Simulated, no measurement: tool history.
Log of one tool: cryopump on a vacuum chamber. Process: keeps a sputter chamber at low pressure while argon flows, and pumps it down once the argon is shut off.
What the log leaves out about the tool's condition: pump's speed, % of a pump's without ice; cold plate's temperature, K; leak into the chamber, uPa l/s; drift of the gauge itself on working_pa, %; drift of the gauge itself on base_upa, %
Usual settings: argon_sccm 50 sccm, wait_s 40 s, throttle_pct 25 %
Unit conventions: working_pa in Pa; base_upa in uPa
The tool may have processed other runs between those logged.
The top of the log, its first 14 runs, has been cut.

| run | hour | argon_sccm | wait_s | throttle_pct | hours of work since the pump was warmed up and emptied | hours of work since the cold head was overhauled | hours of work since the chamber's fittings were tightened | working_pa | base_upa |
|---|---|---|---|---|---|---|---|---|---|
| 15 | 228 | 85 | 40 | 25 | 276 | 276 | 641 | 0.2481 | 1.65 |
| 16 | 250.7 | 85 | 40 | 25 | 290 | 290 | 655 | 0.246 | 1.69 |
| 17 | 273.6 | 49 | 100 | 27 | 304 | 304 | 669 | 0.1312 | 0.98 |
| 18 | 288.2 | 49 | 100 | 48 | 313 | 313 | 678 | 0.0767 | 0.99 |
| 19 | 305.3 | 45 | 22 | 20 | 324 | 324 | 689 | 0.1631 | 2.65 |
| 20 | 319.1 | 50 | 102 | 53 | 332 | 332 | 697 | 0.0714 | 1 |
| 21 | 335.1 | 50 | 72 | 55 | 342 | 342 | 707 | 0.0691 | 1.16 |
| 22 | 351.6 | 49 | 60 | 17 | 352 | 352 | 717 | 0.2082 | 1.37 |
| 23 | 368.8 | 39 | 40 | 25 | 363 | 363 | 728 | 0.1149 | 1.78 |
| 24 | 379.5 | 64 | 183 | 17 | 370 | 370 | 734 | 0.2711 | 0.75 |
| 25 | 399.2 | 59 | 40 | 21 | 382 | 382 | 746 | 0.2041 | 1.75 |
| 26 | 408.8 | 59 | 40 | 21 | 388 | 388 | 752 | 0.2037 | 1.76 |
| 27 | 427.5 | 54 | 33 | 46 | 399 | 399 | 764 | 0.0885 | 1.94 |
| 28 | 443.2 | 54 | 33 | 46 | 409 | 409 | 773 | 0.0885 | 1.98 |
| 29 | 452.6 | 54 | 33 | 46 | 414 | 414 | 779 | 0.0886 | 2.01 |
| 30 | 466.6 | 50 | 64 | 25 | 423 | 423 | 788 | 0.1469 | 1.3 |

Branching from run 30: 5 alternative next runs. What would each branch give?
| A | 478.1 | 45 | 33 | 25 | 430 | 430 | 795 | ? | ? |
| B | 478.1 | 87 | 96 | 25 | 430 | 430 | 795 | ? | ? |
| C | 478.1 | 50 | 99 | 41 | 430 | 430 | 795 | ? | ? |
| D | 478.1 | 20 | 40 | 25 | 430 | 430 | 795 | ? | ? |
| E | 478.1 | 78 | 47 | 35 | 430 | 430 | 795 | ? | ? |

| run | working_pa | base_upa |
|---|---|---|
| A | 0.1326 | 2.02 |
| B | 0.256 | 1.08 |
| C | 0.0914 | 1.07 |
| D | 0.0589 | 1.79 |
| E | 0.1673 | 1.61 |
With the hidden condition removed and each run's random variation left untouched, the same runs would have given:
| run | working_pa | base_upa |
|---|---|---|
| A | 0.1271 | 1.54 |
| B | 0.2452 | 0.61 |
| C | 0.0853 | 0.59 |
| D | 0.0564 | 1.3 |
| E | 0.1577 | 1.13 |

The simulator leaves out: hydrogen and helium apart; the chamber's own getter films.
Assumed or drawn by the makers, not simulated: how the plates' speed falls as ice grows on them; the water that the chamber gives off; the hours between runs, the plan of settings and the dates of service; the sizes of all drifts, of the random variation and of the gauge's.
